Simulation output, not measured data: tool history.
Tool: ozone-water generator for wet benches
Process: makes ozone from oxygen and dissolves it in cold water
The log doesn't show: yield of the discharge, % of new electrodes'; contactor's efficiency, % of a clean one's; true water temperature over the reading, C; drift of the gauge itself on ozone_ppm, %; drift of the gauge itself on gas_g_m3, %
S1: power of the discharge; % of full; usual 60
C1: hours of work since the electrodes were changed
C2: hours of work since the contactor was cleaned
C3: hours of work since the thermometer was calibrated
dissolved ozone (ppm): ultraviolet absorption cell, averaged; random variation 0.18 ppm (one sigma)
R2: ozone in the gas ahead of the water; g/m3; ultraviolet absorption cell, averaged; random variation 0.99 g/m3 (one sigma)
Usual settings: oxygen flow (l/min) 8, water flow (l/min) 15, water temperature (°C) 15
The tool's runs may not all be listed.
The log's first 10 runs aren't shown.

{"run": 11, "hour": 453.3, "S1": 60, "oxygen flow (l/min)": 8, "water flow (l/min)": 15, "water temperature (°C)": 20, "C1": 963, "C2": 3129, "C3": 3824, "dissolved ozone (ppm)": 21.6, "R2": 170.9}
{"run": 12, "hour": 492.7, "S1": 60, "oxygen flow (l/min)": 8, "water flow (l/min)": 15, "water temperature (°C)": 20, "C1": 993, "C2": 3158, "C3": 3854, "dissolved ozone (ppm)": 21.9, "R2": 172.6}
{"run": 13, "hour": 552.2, "S1": 60, "oxygen flow (l/min)": 8, "water flow (l/min)": 15, "water temperature (°C)": 15, "C1": 1037, "C2": 3203, "C3": 3898, "dissolved ozone (ppm)": 23.9, "R2": 170.8}
{"hour": 591.3, "done": "water thermometer calibrated"}
{"run": 14, "hour": 609.4, "S1": 60, "oxygen flow (l/min)": 8, "water flow (l/min)": 15, "water temperature (°C)": 15, "C1": 1080, "C2": 3245, "C3": 14, "dissolved ozone (ppm)": 24.2, "R2": 169.4}
{"run": 15, "hour": 646.8, "S1": 60, "oxygen flow (l/min)": 8, "water flow (l/min)": 15, "water temperature (°C)": 15, "C1": 1107, "C2": 3273, "C3": 41, "dissolved ozone (ppm)": 24.1, "R2": 169.3}
{"run": 16, "hour": 699.9, "S1": 60, "oxygen flow (l/min)": 8, "water flow (l/min)": 15, "water temperature (°C)": 15, "C1": 1147, "C2": 3313, "C3": 81, "dissolved ozone (ppm)": 24.1, "R2": 171.8}
{"run": 17, "hour": 729.3, "S1": 60, "oxygen flow (l/min)": 8, "water flow (l/min)": 15, "water temperature (°C)": 15, "C1": 1169, "C2": 3335, "C3": 103, "dissolved ozone (ppm)": 23.8, "R2": 170.6}
{"run": 18, "hour": 775.0, "S1": 60, "oxygen flow (l/min)": 8, "water flow (l/min)": 15, "water temperature (°C)": 15, "C1": 1203, "C2": 3369, "C3": 137, "dissolved ozone (ppm)": 24, "R2": 170.8}

Forecast run 19:
{"run": 19, "hour": 806.0, "S1": 46, "oxygen flow (l/min)": 10.76, "water flow (l/min)": 12, "water temperature (°C)": 13, "C1": 1227, "C2": 3392, "C3": 160, "dissolved ozone (ppm)": "?", "R2": "?"}

dissolved ozone (ppm): 23.4
R2: 122.2 g/m3
Without the tool's hidden state the same run would have given dissolved ozone (ppm) 23.4, R2 122.2 g/m3.
